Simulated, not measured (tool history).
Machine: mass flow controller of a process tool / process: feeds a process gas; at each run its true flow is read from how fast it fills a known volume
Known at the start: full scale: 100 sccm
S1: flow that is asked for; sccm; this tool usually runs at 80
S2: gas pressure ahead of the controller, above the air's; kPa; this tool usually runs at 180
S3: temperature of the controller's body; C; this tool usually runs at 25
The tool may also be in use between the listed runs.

Run 1, hour 0: usual settings. Result: true flow (%) 99.83.
Run 2, hour 101.4: usual settings but S2 183 kPa. Result: true flow (%) 99.89.
Run 3, hour 191.1: usual settings but S3 28 C. Result: true flow (%) 99.6.
Run 4, hour 256.7: usual settings. Result: true flow (%) 99.91.
Run 5, hour 353: usual settings. Result: true flow (%) 99.86.
Run 6, hour 451.6: usual settings. Result: true flow (%) 100.05.
Run 7, hour 532.1: usual settings but S1 46 sccm. Result: true flow (%) 99.93.
Run 8, hour 615.9: usual settings but S1 46 sccm, S3 34 C. Result: true flow (%) 98.92.
Run 9, hour 686.5: usual settings but S1 46 sccm, S3 34 C. Result: true flow (%) 99.
Run 10, hour 737.8: usual settings. Result: true flow (%) 100.09.
Run 11, hour 806: usual settings. Result: true flow (%) 100.15.
Run 12, hour 868.7: usual settings but S1 46 sccm. Result: true flow (%) 99.92.
Run 13, hour 943.8: usual settings but S1 70 sccm. Result: true flow (%) 100.24.
Run 14, hour 1004.9: usual settings. Result: true flow (%) 100.18.
Run 15, hour 1046.3: usual settings but S3 22 C. Result: true flow (%) 100.57.
Run 16, hour 1104.8: usual settings but S3 22 C. Result: true flow (%) 100.54.
Run 17, hour 1172.8: usual settings but S1 19 sccm, S2 152 kPa. Result: true flow (%) 99.79.
Run 18, hour 1239.5: usual settings but S1 19 sccm, S2 152 kPa. Result: true flow (%) 99.86.
Run 19, hour 1289.4: usual settings but S1 19 sccm, S2 152 kPa, S3 31 C. Result: true flow (%) 99.21.
Run 20, hour 1378.2: usual settings but S1 27 sccm, S2 211 kPa. Result: true flow (%) 100.04.
Run 21, hour 1428.5: usual settings but S1 36 sccm, S2 160 kPa, S3 27 C. Result: true flow (%) 99.88.
Run 22, hour 1512.6: usual settings but S1 10 sccm, S3 29 C. Result: true flow (%) 99.6.
Run 23, hour 1588.4: usual settings but S1 20 sccm, S2 194 kPa, S3 33 C. Result: true flow (%) 99.24.
Run 24, hour 1660: usual settings but S1 18 sccm, S2 190 kPa, S3 26 C. Result: true flow (%) 100.01.
Run 25, hour 1732.9: usual settings but S1 18 sccm, S2 190 kPa, S3 26 C. Result: true flow (%) 100.03.
Run 26, hour 1807.6: usual settings but S1 18 sccm, S2 143 kPa, S3 26 C. Result: true flow (%) 99.87.
Run 27, hour 1897.4: usual settings but S1 30 sccm, S2 143 kPa, S3 30 C. Result: true flow (%) 99.61.
Run 28, hour 1962.9: usual settings but S1 26 sccm, S3 35 C. Result: true flow (%) 99.13.
Run 29, hour 2011.1: usual settings but S2 196 kPa. Result: true flow (%) 100.62.
Run 30, hour 2096.6: usual settings but S3 21 C. Result: true flow (%) 100.81.
Run 31, hour 2164.6: usual settings but S1 55 sccm. Result: true flow (%) 100.45.

5 ways to go on from here, each from the tool as it stands after run 31. What would each give?
Run A, hour 2213.4: usual settings but S1 52 sccm, S2 173 kPa, S3 28 C. Result: true flow (%) ?.
Run B, hour 2213.4: usual settings but S1 25 sccm, S2 241 kPa, S3 30 C. Result: true flow (%) ?.
Run C, hour 2213.4: usual settings but S1 35 sccm, S3 26 C. Result: true flow (%) ?.
Run D, hour 2213.4: usual settings but S1 64 sccm, S2 206 kPa, S3 37 C. Result: true flow (%) ?.
Run E, hour 2213.4: usual settings but S1 25 sccm, S2 193 kPa, S3 22 C. Result: true flow (%) ?.

run  true flow (%)
  A         100.04
  B         100.13
  C         100.26
  D          99.23
  E         100.74
What these runs would have given with no unlogged condition in the tool:
run  true flow (%)
  A          99.37
  B          99.45
  C          99.58
  D          98.56
  E         100.06
